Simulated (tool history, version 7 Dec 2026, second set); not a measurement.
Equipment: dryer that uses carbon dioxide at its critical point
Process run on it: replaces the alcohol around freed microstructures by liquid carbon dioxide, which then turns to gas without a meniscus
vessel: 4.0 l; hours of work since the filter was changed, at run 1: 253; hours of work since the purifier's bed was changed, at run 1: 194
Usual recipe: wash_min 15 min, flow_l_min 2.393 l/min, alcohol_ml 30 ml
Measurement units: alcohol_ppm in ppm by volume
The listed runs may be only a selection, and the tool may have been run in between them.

run	day	wash_min	flow_l_min	alcohol_ml	hours of work since the filter was changed	hours of work since the purifier's bed was changed	alcohol_ppm
1	0.000	15	2.393	30	253	194	27
2	0.421	15	2.393	30	259	200	37
3	0.871	15	2.393	30	265	206	38
4	1.408	15	2.393	30	272	213	37
5	1.867	15	2.393	30	279	219	35
6	2.254	12	2.393	30	284	224	61
7	2.592	17	2.393	30	288	229	43
8	2.812	15	2.393	30	291	232	35
9	3.346	15	2.393	30	299	239	43
10	3.775	15	2.393	30	304	245	48
11	4.200	15	2.393	30	310	251	35
12	4.654	15	2.393	55	316	257	59
13	5.012	15	2.393	55	321	262	51
14	5.267	15	2.393	55	324	265	45
15	5.612	15	2.393	55	329	270	53
16	6.054	15	2.393	55	335	276	45
17	6.567	13	3.230	60	342	283	43
18	6.983	13	3.230	60	348	288	42
19	7.250	10	3.230	60	351	292	78
20	7.479	22	1.880	30	354	295	44
21	7.729	22	1.880	30	358	298	47
22	8.158	22	1.880	30	364	304	44
23	8.442	22	1.880	30	367	308	49
24	8.842	18	2.190	105	373	313	65
25	9.154	15	2.660	30	377	318	47
26	9.404	12	2.393	30	380	321	76
27	9.708	14	2.393	54	384	325	75
28	10.042	14	2.393	54	389	330	73

Expected results for the next run?
29	10.312	15	1.870	30	393	333	?

alcohol_ppm: 90 ppm by volume
The same run, on a tool lacking any hidden state, would have yielded alcohol_ppm 27 ppm by volume.

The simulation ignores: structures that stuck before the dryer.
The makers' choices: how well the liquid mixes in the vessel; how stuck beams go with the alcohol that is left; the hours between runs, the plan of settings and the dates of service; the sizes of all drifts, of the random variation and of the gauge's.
